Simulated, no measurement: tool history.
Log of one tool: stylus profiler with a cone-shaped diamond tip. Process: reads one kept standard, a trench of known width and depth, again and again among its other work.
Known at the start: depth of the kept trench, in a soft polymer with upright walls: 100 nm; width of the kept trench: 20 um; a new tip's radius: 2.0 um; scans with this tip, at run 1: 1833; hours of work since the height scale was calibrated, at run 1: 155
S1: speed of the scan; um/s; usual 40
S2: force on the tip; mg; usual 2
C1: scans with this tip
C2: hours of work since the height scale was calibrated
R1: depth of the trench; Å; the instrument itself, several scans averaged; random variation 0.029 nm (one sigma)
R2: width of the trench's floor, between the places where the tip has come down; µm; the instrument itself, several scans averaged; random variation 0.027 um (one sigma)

Run 1, day 0: usual settings; C1 1833; C2 155. Result: R1 1013.3 Å, R2 18.52 µm.
Run 2, day 1.558: usual settings; C1 2065; C2 174. Result: R1 1012.9 Å, R2 18.52 µm.
Run 3, day 2.504: usual settings; C1 2207; C2 186. Result: R1 1013.4 Å, R2 18.5 µm.
Run 4, day 4.125: usual settings; C1 2449; C2 207. Result: R1 1013 Å, R2 18.52 µm.
Run 5, day 4.925: usual settings; C1 2568; C2 217. Result: R1 1012.8 Å, R2 18.52 µm.
Run 6, day 5.733: usual settings; C1 2689; C2 227. Result: R1 1013.1 Å, R2 18.5 µm.
Run 7, day 6.967: usual settings; C1 2873; C2 242. Result: R1 1013.7 Å, R2 18.53 µm.
Run 8, day 8.038: usual settings; C1 3033; C2 256. Result: R1 1013.3 Å, R2 18.54 µm.
At day 8.125: height scale calibrated on a step standard.
Run 9, day 9.296: usual settings; C1 3218; C2 15. Result: R1 1013.3 Å, R2 18.54 µm.
Run 10, day 10.65: usual settings; C1 3420; C2 32. Result: R1 1013.7 Å, R2 18.45 µm.
Run 11, day 11.388: usual settings but S1 155 um/s, S2 4.01 mg; C1 3530; C2 41. Result: R1 1021.3 Å, R2 18.11 µm.
Run 12, day 12.967: usual settings but S1 155 um/s, S2 4.01 mg; C1 3766; C2 61. Result: R1 1021.5 Å, R2 18.12 µm.
Run 13, day 14.662: usual settings but S1 155 um/s, S2 4.01 mg; C1 4019; C2 82. Result: R1 1021.3 Å, R2 18.1 µm.
At day 15.146: height scale calibrated on a step standard, once more.
Run 14, day 15.762: usual settings but S1 155 um/s, S2 4.01 mg; C1 4180; C2 8. Result: R1 1019.4 Å, R2 18.1 µm.
Run 15, day 16.621: usual settings but S1 46 um/s; C1 4309; C2 19. Result: R1 1012.6 Å, R2 18.41 µm.

The next listed run, before its measurement:
Run 16, day 17.421: usual settings but S1 14 um/s, S2 4.61 mg; C1 4428; C2 29. Result: R1 ?, R2 ?.

Run 16 gave R1 1021.6 Å, R2 18.64 µm.
Without the tool's hidden state the same run would have given R1 1021.6 Å, R2 18.72 µm.
